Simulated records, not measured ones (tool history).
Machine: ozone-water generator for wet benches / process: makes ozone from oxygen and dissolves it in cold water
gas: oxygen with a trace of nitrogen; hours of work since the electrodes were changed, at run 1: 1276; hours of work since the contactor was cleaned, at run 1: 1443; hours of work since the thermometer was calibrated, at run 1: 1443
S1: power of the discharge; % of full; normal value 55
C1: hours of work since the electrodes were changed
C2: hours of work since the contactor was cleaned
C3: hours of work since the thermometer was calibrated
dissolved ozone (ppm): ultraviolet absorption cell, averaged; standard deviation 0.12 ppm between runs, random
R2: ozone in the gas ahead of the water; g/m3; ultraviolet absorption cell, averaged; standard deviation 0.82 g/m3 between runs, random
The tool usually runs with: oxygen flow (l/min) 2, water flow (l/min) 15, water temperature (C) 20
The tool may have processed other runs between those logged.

Run 1, hour 0: usual settings; C1 1276; C2 1443; C3 1443. Result: dissolved ozone (ppm) 9.9, R2 128.3 g/m3.
Run 2, hour 73.6: usual settings; C1 1346; C2 1514; C3 1514. Result: dissolved ozone (ppm) 10, R2 129.9 g/m3.
Run 3, hour 186.4: usual settings; C1 1454; C2 1622; C3 1622. Result: dissolved ozone (ppm) 10.2, R2 128.6 g/m3.
Run 4, hour 247.2: usual settings; C1 1513; C2 1680; C3 1680. Result: dissolved ozone (ppm) 10.1, R2 129.7 g/m3.
Run 5, hour 330.4: usual settings; C1 1592; C2 1760; C3 1760. Result: dissolved ozone (ppm) 9.9, R2 130.1 g/m3.
Run 6, hour 430.7: usual settings; C1 1688; C2 1856; C3 1856. Result: dissolved ozone (ppm) 9.9, R2 128.3 g/m3.
Run 7, hour 535.7: usual settings; C1 1789; C2 1956; C3 1956. Result: dissolved ozone (ppm) 10, R2 128.1 g/m3.
Run 8, hour 624.9: usual settings; C1 1874; C2 2042; C3 2042. Result: dissolved ozone (ppm) 9.9, R2 129.4 g/m3.
Run 9, hour 728.2: usual settings; C1 1973; C2 2141; C3 2141. Result: dissolved ozone (ppm) 9.9, R2 128.1 g/m3.
Run 10, hour 845.2: usual settings; C1 2085; C2 2253; C3 2253. Result: dissolved ozone (ppm) 10.2, R2 129.2 g/m3.
Run 11, hour 937.1: usual settings; C1 2173; C2 2341; C3 2341. Result: dissolved ozone (ppm) 10, R2 127.4 g/m3.
Run 12, hour 1032.6: usual settings; C1 2265; C2 2432; C3 2432. Result: dissolved ozone (ppm) 10, R2 128.4 g/m3.
Run 13, hour 1105.6: usual settings; C1 2335; C2 2502; C3 2502. Result: dissolved ozone (ppm) 10, R2 129.2 g/m3.
Run 14, hour 1196.8: usual settings but water flow (l/min) 20; C1 2422; C2 2589; C3 2589. Result: dissolved ozone (ppm) 7.5, R2 129.5 g/m3.
Run 15, hour 1290.1: usual settings but oxygen flow (l/min) 1.81; C1 2511; C2 2679; C3 2679. Result: dissolved ozone (ppm) 9.9, R2 138 g/m3.
Run 16, hour 1412.1: usual settings; C1 2628; C2 2795; C3 2795. Result: dissolved ozone (ppm) 10.1, R2 129.9 g/m3.
Run 17, hour 1500.8: usual settings; C1 2713; C2 2880; C3 2880. Result: dissolved ozone (ppm) 10, R2 128.6 g/m3.
Run 18, hour 1560.6: usual settings but oxygen flow (l/min) 1.68; C1 2770; C2 2938; C3 2938. Result: dissolved ozone (ppm) 9.7, R2 144.4 g/m3.
Run 19, hour 1663: usual settings but oxygen flow (l/min) 1.68; C1 2868; C2 3036; C3 3036. Result: dissolved ozone (ppm) 9.9, R2 143 g/m3.
Run 20, hour 1749.7: usual settings but water temperature (C) 23; C1 2951; C2 3119; C3 3119. Result: dissolved ozone (ppm) 9.7, R2 130.1 g/m3.

What does the tool deliver on the next run?
Run 21, hour 1829.6: usual settings but S1 58 % of full, oxygen flow (l/min) 3.36, water flow (l/min) 19, water temperature (C) 14; C1 3028; C2 3195; C3 3195. Result: dissolved ozone (ppm) ?, R2 ?.

Run 21 gave dissolved ozone (ppm) 9.2, R2 95.6 g/m3.
The same run, on a tool lacking any hidden state, would have yielded dissolved ozone (ppm) 9.2, R2 95.7 g/m3.

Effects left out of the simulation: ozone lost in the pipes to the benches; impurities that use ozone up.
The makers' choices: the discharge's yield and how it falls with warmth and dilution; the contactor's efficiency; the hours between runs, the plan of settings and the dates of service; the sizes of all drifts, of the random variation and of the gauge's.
